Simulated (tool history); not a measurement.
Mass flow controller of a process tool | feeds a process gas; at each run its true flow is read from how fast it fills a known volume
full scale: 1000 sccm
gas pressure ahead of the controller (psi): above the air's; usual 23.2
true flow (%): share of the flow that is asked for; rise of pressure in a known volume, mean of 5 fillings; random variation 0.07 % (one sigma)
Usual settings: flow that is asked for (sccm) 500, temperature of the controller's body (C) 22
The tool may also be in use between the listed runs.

run	day	flow that is asked for (sccm)	gas pressure ahead of the controller (psi)	temperature of the controller's body (C)	true flow (%)
1	0.000	500	23.2	22	97.89
2	2.012	500	23.2	22	97.98
3	4.412	500	23.2	22	97.89
4	6.029	500	39.0	22	97.26
5	9.429	500	23.8	22	97.89
6	11.542	500	23.2	24	98.17
7	13.150	734	23.2	24	98.94
8	16.229	734	23.2	24	98.89
9	19.542	734	23.2	24	99.12
10	21.429	213	37.3	22	96.26
11	24.183	213	37.3	22	96.30
12	27.058	213	37.3	22	96.33
13	30.062	560	33.1	22	97.90
14	31.946	120	23.2	31	97.15

4 ways to go on from here, each from the tool as it stands after run 14. What would each give?
A	33.817	500	20.9	22	?
B	33.817	120	20.9	31	?
C	33.817	366	23.2	32	?
D	33.817	500	23.2	26	?

run	true flow (%)
A	98.07
B	97.37
C	98.52
D	98.40
Without the tool's hidden state the same runs would have given:
run	true flow (%)
A	98.39
B	98.24
C	98.91
D	98.72

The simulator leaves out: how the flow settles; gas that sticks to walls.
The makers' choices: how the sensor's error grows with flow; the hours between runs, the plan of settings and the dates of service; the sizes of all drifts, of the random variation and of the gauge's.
